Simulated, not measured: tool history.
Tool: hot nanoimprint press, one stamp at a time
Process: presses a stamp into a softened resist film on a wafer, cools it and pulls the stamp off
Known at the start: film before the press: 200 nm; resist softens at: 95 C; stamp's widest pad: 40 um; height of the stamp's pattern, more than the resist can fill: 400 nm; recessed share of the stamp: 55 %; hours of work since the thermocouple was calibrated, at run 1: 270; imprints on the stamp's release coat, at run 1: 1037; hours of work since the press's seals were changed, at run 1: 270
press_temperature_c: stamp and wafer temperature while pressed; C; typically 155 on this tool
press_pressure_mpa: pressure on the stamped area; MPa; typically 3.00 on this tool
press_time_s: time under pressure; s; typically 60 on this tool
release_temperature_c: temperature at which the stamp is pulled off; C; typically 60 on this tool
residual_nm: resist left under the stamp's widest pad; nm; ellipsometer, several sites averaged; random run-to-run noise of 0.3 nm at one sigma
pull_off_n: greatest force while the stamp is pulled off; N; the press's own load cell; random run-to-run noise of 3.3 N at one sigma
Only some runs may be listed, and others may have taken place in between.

run	day	press_temperature_c	press_pressure_mpa	press_time_s	release_temperature_c	hours of work since the thermocouple was calibrated	imprints on the stamp's release coat	hours of work since the press's seals were changed	residual_nm	pull_off_n
1	0.000	155	3.00	60	60	270	1037	270	75.9	184
2	1.888	155	3.00	60	49	302	1189	302	75.8	251
3	3.404	155	3.00	60	58	327	1312	327	76.0	204
4	5.775	155	3.00	60	54	367	1503	367	76.4	236
# day 6.325: plate thermocouple calibrated
# day 6.954: stamp cleaned and given a new release coat
5	8.375	155	3.00	65	60	30	114	404	73.0	163
6	9.829	155	3.00	65	60	54	231	428	73.4	159
7	11.996	155	3.00	60	60	91	406	465	75.8	171
8	13.054	155	3.00	60	60	108	492	482	76.3	171
9	14.321	165	3.00	78	58	130	594	504	50.0	184
10	16.392	147	2.96	60	62	164	760	538	101.0	170
11	18.879	147	2.96	63	51	206	961	580	99.2	227
12	20.096	157	3.00	60	60	226	1059	600	71.4	193
13	22.458	144	3.00	55	60	266	1250	640	114.3	197
# day 23.762: press's hydraulic seals changed and the load cell set to zero
14	25.054	144	3.00	55	60	303	1432	22	112.9	201
15	26.275	144	3.00	55	60	324	1531	42	114.1	199

Branching from run 15: 4 alternative next runs. What would each branch give?
# day 27.108: stamp cleaned and given a new release coat
A	27.850	155	4.77	38	60	346	59	64	?	?
# day 27.108: stamp cleaned and given a new release coat
B	27.850	155	3.19	60	60	346	59	64	?	?
# day 27.108: stamp cleaned and given a new release coat
C	27.850	144	3.00	99	66	346	59	64	?	?
# day 27.108: stamp cleaned and given a new release coat
D	27.850	152	1.87	30	60	346	59	64	?	?

run	residual_nm	pull_off_n
A	69.8	162
B	73.5	159
C	94.4	138
D	130.8	167
What these runs would have given with no unlogged condition in the tool:
run	residual_nm	pull_off_n
A	68.0	158
B	71.7	154
C	91.9	133
D	128.5	162

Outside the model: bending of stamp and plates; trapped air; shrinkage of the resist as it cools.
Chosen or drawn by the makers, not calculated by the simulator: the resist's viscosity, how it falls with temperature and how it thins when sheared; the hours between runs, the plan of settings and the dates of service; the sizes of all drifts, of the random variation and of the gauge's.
